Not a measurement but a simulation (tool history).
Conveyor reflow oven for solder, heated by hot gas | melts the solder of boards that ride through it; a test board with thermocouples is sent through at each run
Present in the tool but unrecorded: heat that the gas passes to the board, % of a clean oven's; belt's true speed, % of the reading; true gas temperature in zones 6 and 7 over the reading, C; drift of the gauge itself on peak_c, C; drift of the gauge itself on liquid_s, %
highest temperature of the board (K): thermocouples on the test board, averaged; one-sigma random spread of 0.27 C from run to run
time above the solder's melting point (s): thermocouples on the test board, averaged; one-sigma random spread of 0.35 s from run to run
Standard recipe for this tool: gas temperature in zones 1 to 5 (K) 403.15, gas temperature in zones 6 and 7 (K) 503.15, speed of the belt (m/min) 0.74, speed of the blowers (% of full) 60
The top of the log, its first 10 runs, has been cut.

| run | hour | gas temperature in zones 1 to 5 (K) | gas temperature in zones 6 and 7 (K) | speed of the belt (m/min) | speed of the blowers (% of full) | hours of work since the flux was cleaned out | hours of work since the belt drive was overhauled | hours of work since the thermocouples were changed | highest temperature of the board (K) | time above the solder's melting point (s) |
|---|---|---|---|---|---|---|---|---|---|---|
| 11 | 426.5 | 403.15 | 503.15 | 0.74 | 60 | 156 | 407 | 70 | 472.75 | 28.4 |
| 12 | 475.7 | 403.15 | 503.15 | 0.74 | 60 | 185 | 437 | 100 | 472.95 | 27.9 |
| 13 | 525.7 | 403.15 | 503.15 | 0.776 | 60 | 216 | 467 | 131 | 470.35 | 23.3 |
| 14 | 594.9 | 403.15 | 503.15 | 0.74 | 60 | 258 | 509 | 173 | 471.25 | 27.1 |
| 15 | 655.6 | 403.15 | 503.15 | 0.885 | 60 | 295 | 546 | 210 | 462.65 | 11.4 |
| 16 | 691.5 | 403.15 | 503.15 | 0.885 | 60 | 316 | 568 | 231 | 462.55 | 10.7 |
| 17 | 752.5 | 416.15 | 508.15 | 0.592 | 60 | 353 | 605 | 268 | 486.65 | 59.2 |
| 18 | 815.7 | 414.15 | 513.15 | 0.74 | 60 | 392 | 643 | 307 | 480.55 | 40 |
| 19 | 858.4 | 414.15 | 513.15 | 0.74 | 60 | 418 | 669 | 333 | 480.45 | 40.2 |
|  | 872.7 | flux residue cleaned out of gas plates and filters |
| 20 | 905.6 | 415.15 | 513.15 | 0.74 | 60 | 20 | 695 | 358 | 484.75 | 44.5 |
| 21 | 972.4 | 417.15 | 503.15 | 0.62 | 68 | 61 | 735 | 399 | 485.95 | 57.2 |
| 22 | 1032.4 | 390.15 | 503.15 | 0.825 | 68 | 97 | 771 | 435 | 468.95 | 19 |
| 23 | 1075.4 | 407.15 | 510.15 | 0.864 | 60 | 123 | 798 | 461 | 472.25 | 23.9 |
| 24 | 1136.9 | 407.15 | 510.15 | 0.864 | 60 | 160 | 835 | 499 | 471.85 | 23.4 |
| 25 | 1200.7 | 407.15 | 510.15 | 0.594 | 88 | 199 | 874 | 537 | 495.45 | 65.3 |
| 26 | 1249 | 403.15 | 503.15 | 0.756 | 52 | 228 | 903 | 567 | 465.55 | 19.1 |
| 27 | 1315.5 | 401.15 | 491.15 | 0.74 | 52 | 269 | 943 | 607 | 457.55 | 3.2 |
|  | 1347.2 | thermocouples of zones 6 and 7 changed |
| 28 | 1347.2 | 401.15 | 491.15 | 0.74 | 72 | 287 | 961 | 0 | 468.45 | 22.9 |
| 29 | 1377.1 | 403.15 | 497.15 | 0.624 | 81 | 305 | 980 | 18 | 481.75 | 48.7 |
| 30 | 1436.4 | 403.15 | 497.15 | 0.624 | 50 | 341 | 1016 | 54 | 470.15 | 30.3 |

Alternative continuations, all from the tool just after run 30; predict every row:
| A | 1493.8 | 390.15 | 514.15 | 0.624 | 53 | 376 | 1050 | 89 | ? | ? |
| B | 1493.8 | 403.15 | 493.15 | 0.624 | 76 | 376 | 1050 | 89 | ? | ? |
| C | 1493.8 | 403.15 | 495.15 | 0.675 | 83 | 376 | 1050 | 89 | ? | ? |
| D | 1493.8 | 402.15 | 495.15 | 0.74 | 60 | 376 | 1050 | 89 | ? | ? |

| run | highest temperature of the board (K) | time above the solder's melting point (s) |
|---|---|---|
| A | 481.15 | 42.6 |
| B | 476.25 | 42 |
| C | 477.25 | 40.1 |
| D | 465.55 | 18.9 |
Had the tool no hidden state, the same runs would have come out as:
| run | highest temperature of the board (K) | time above the solder's melting point (s) |
|---|---|---|
| A | 483.85 | 44.5 |
| B | 479.15 | 45.1 |
| C | 480.55 | 43.3 |
| D | 468.35 | 23 |
